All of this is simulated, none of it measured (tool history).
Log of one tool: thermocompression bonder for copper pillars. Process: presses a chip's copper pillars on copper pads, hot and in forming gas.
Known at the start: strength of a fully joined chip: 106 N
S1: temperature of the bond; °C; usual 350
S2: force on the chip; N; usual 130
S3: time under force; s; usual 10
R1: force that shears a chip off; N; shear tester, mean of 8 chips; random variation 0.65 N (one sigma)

run	hour	S1	S2	S3	R1
1	0.0	350	130	10	57.1
2	89.2	350	130	10	57.4
3	189.5	350	130	10	57.1
4	247.1	350	130	10	58.2
5	318.8	350	130	10	56.8
# hour 409.6: forming gas filter changed
6	414.0	350	130	10	57.6
7	465.6	350	130	10	58.6
8	516.0	350	130	10	57.5
9	579.9	350	130	10	58.5
10	674.7	350	158	10	69.3
11	730.8	350	158	10	68.4
12	792.4	350	119	14	58.8
13	880.6	350	119	14	58.1
14	968.9	349	101	6	36.3
15	1034.8	358	103	10	48.0
# hour 1103.4: forming gas filter changed
16	1113.9	358	103	10	48.7
17	1206.4	328	103	10	37.9
18	1255.1	338	120	10	48.6
19	1298.4	338	97	8	34.7
# hour 1351.0: heater calibrated with a thermocouple chip
20	1381.7	338	97	8	34.5
21	1474.6	376	139	13	77.8

Forecast each of these 4 alternatives for the next run:
A	1576.4	339	97	10	?
B	1576.4	350	130	8	?
C	1576.4	327	130	10	?
D	1576.4	330	136	5	?

run	R1
A	39.0
B	53.5
C	48.6
D	40.1
Without the tool's hidden state the same runs would have given:
run	R1
A	38.9
B	53.5
C	48.6
D	40.1
